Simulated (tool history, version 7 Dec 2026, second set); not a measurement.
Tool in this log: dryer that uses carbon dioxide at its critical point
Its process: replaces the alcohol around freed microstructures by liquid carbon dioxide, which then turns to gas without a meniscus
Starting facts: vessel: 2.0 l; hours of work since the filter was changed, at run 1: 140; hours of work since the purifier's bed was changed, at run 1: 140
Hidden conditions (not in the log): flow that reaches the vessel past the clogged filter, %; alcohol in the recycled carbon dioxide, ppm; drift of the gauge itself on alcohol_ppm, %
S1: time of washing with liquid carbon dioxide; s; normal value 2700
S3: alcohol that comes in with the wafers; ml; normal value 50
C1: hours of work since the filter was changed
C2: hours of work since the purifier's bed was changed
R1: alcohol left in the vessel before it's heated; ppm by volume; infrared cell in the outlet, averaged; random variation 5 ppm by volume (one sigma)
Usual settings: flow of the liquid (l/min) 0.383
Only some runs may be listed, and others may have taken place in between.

{"run": 1, "day": 0.0, "S1": 2700, "flow of the liquid (l/min)": 0.383, "S3": 50, "C1": 140, "C2": 140, "R1": 97}
{"run": 2, "day": 0.992, "S1": 2700, "flow of the liquid (l/min)": 0.383, "S3": 50, "C1": 150, "C2": 150, "R1": 110}
{"run": 3, "day": 2.738, "S1": 2700, "flow of the liquid (l/min)": 0.559, "S3": 50, "C1": 166, "C2": 166, "R1": 44}
{"day": 3.483, "done": "inlet filter changed"}
{"run": 4, "day": 4.45, "S1": 2700, "flow of the liquid (l/min)": 0.559, "S3": 50, "C1": 9, "C2": 182, "R1": 42}
{"run": 5, "day": 5.696, "S1": 2700, "flow of the liquid (l/min)": 0.559, "S3": 50, "C1": 21, "C2": 194, "R1": 52}
{"run": 6, "day": 6.871, "S1": 2700, "flow of the liquid (l/min)": 0.559, "S3": 50, "C1": 32, "C2": 205, "R1": 47}
{"run": 7, "day": 8.375, "S1": 2700, "flow of the liquid (l/min)": 0.559, "S3": 50, "C1": 46, "C2": 219, "R1": 57}
{"run": 8, "day": 9.304, "S1": 2700, "flow of the liquid (l/min)": 0.383, "S3": 102, "C1": 55, "C2": 228, "R1": 159}
{"run": 9, "day": 10.538, "S1": 2700, "flow of the liquid (l/min)": 0.309, "S3": 50, "C1": 67, "C2": 239, "R1": 243}
{"run": 10, "day": 11.983, "S1": 2700, "flow of the liquid (l/min)": 0.309, "S3": 50, "C1": 80, "C2": 253, "R1": 261}
{"run": 11, "day": 12.754, "S1": 2700, "flow of the liquid (l/min)": 0.383, "S3": 50, "C1": 88, "C2": 260, "R1": 111}
{"run": 12, "day": 13.612, "S1": 2700, "flow of the liquid (l/min)": 0.383, "S3": 50, "C1": 96, "C2": 268, "R1": 127}
{"run": 13, "day": 15.025, "S1": 2700, "flow of the liquid (l/min)": 0.383, "S3": 50, "C1": 109, "C2": 282, "R1": 128}
{"run": 14, "day": 16.404, "S1": 2100, "flow of the liquid (l/min)": 0.383, "S3": 50, "C1": 122, "C2": 295, "R1": 325}
{"run": 15, "day": 18.258, "S1": 2100, "flow of the liquid (l/min)": 0.383, "S3": 50, "C1": 139, "C2": 312, "R1": 342}
{"run": 16, "day": 20.017, "S1": 2100, "flow of the liquid (l/min)": 0.383, "S3": 50, "C1": 156, "C2": 329, "R1": 357}
{"run": 17, "day": 21.475, "S1": 2100, "flow of the liquid (l/min)": 0.383, "S3": 50, "C1": 170, "C2": 343, "R1": 399}
{"day": 21.833, "done": "inlet filter changed"}
{"run": 18, "day": 22.421, "S1": 2100, "flow of the liquid (l/min)": 0.383, "S3": 50, "C1": 6, "C2": 351, "R1": 246}
{"run": 19, "day": 23.767, "S1": 2700, "flow of the liquid (l/min)": 0.383, "S3": 50, "C1": 18, "C2": 364, "R1": 118}
{"run": 20, "day": 24.75, "S1": 2700, "flow of the liquid (l/min)": 0.383, "S3": 110, "C1": 28, "C2": 373, "R1": 182}
{"run": 21, "day": 25.683, "S1": 3840, "flow of the liquid (l/min)": 0.383, "S3": 68, "C1": 36, "C2": 382, "R1": 93}
{"run": 22, "day": 26.958, "S1": 2580, "flow of the liquid (l/min)": 0.368, "S3": 34, "C1": 48, "C2": 394, "R1": 142}
{"run": 23, "day": 28.188, "S1": 2040, "flow of the liquid (l/min)": 0.383, "S3": 50, "C1": 60, "C2": 406, "R1": 328}
{"run": 24, "day": 28.946, "S1": 2100, "flow of the liquid (l/min)": 0.383, "S3": 80, "C1": 67, "C2": 413, "R1": 415}
{"run": 25, "day": 29.729, "S1": 3360, "flow of the liquid (l/min)": 0.377, "S3": 35, "C1": 75, "C2": 420, "R1": 91}
{"run": 26, "day": 30.517, "S1": 3360, "flow of the liquid (l/min)": 0.377, "S3": 35, "C1": 82, "C2": 427, "R1": 104}
{"run": 27, "day": 31.788, "S1": 1680, "flow of the liquid (l/min)": 0.383, "S3": 21, "C1": 94, "C2": 440, "R1": 328}
{"run": 28, "day": 33.667, "S1": 1680, "flow of the liquid (l/min)": 0.383, "S3": 21, "C1": 112, "C2": 457, "R1": 368}
{"run": 29, "day": 34.792, "S1": 2820, "flow of the liquid (l/min)": 0.383, "S3": 101, "C1": 122, "C2": 468, "R1": 212}
{"run": 30, "day": 35.612, "S1": 2640, "flow of the liquid (l/min)": 0.236, "S3": 74, "C1": 130, "C2": 476, "R1": 1344}
{"run": 31, "day": 37.179, "S1": 2640, "flow of the liquid (l/min)": 0.4, "S3": 28, "C1": 145, "C2": 490, "R1": 145}
{"run": 32, "day": 38.108, "S1": 3780, "flow of the liquid (l/min)": 0.4, "S3": 118, "C1": 154, "C2": 499, "R1": 119}
{"run": 33, "day": 39.079, "S1": 3780, "flow of the liquid (l/min)": 0.4, "S3": 118, "C1": 163, "C2": 508, "R1": 128}
{"day": 40.154, "done": "inlet filter changed"}
{"run": 34, "day": 40.5, "S1": 3900, "flow of the liquid (l/min)": 0.383, "S3": 71, "C1": 3, "C2": 521, "R1": 120}
{"run": 35, "day": 41.938, "S1": 3900, "flow of the liquid (l/min)": 0.383, "S3": 69, "C1": 17, "C2": 535, "R1": 123}
{"run": 36, "day": 43.533, "S1": 2820, "flow of the liquid (l/min)": 0.383, "S3": 30, "C1": 32, "C2": 550, "R1": 142}
{"run": 37, "day": 44.5, "S1": 2820, "flow of the liquid (l/min)": 0.516, "S3": 101, "C1": 41, "C2": 559, "R1": 129}
{"run": 38, "day": 45.625, "S1": 3420, "flow of the liquid (l/min)": 0.516, "S3": 101, "C1": 52, "C2": 570, "R1": 121}
{"run": 39, "day": 46.65, "S1": 3540, "flow of the liquid (l/min)": 0.233, "S3": 38, "C1": 61, "C2": 579, "R1": 285}
{"run": 40, "day": 47.821, "S1": 3540, "flow of the liquid (l/min)": 0.233, "S3": 88, "C1": 72, "C2": 590, "R1": 528}

Alternative continuations, all from the tool just after run 40; predict every row:
{"run": "A", "day": 49.05, "S1": 3900, "flow of the liquid (l/min)": 0.411, "S3": 114, "C1": 84, "C2": 602, "R1": "?"}
{"run": "B", "day": 49.05, "S1": 3540, "flow of the liquid (l/min)": 0.554, "S3": 88, "C1": 84, "C2": 602, "R1": "?"}
{"run": "C", "day": 49.05, "S1": 2400, "flow of the liquid (l/min)": 0.37, "S3": 27, "C1": 84, "C2": 602, "R1": "?"}
{"run": "D", "day": 49.05, "S1": 1980, "flow of the liquid (l/min)": 0.233, "S3": 88, "C1": 84, "C2": 602, "R1": "?"}

run=A R1=119
run=B R1=124
run=C R1=196
run=D R1=3301
Without the tool's hidden state the same runs would have given:
run=A R1=0
run=B R1=1
run=C R1=54
run=D R1=2715
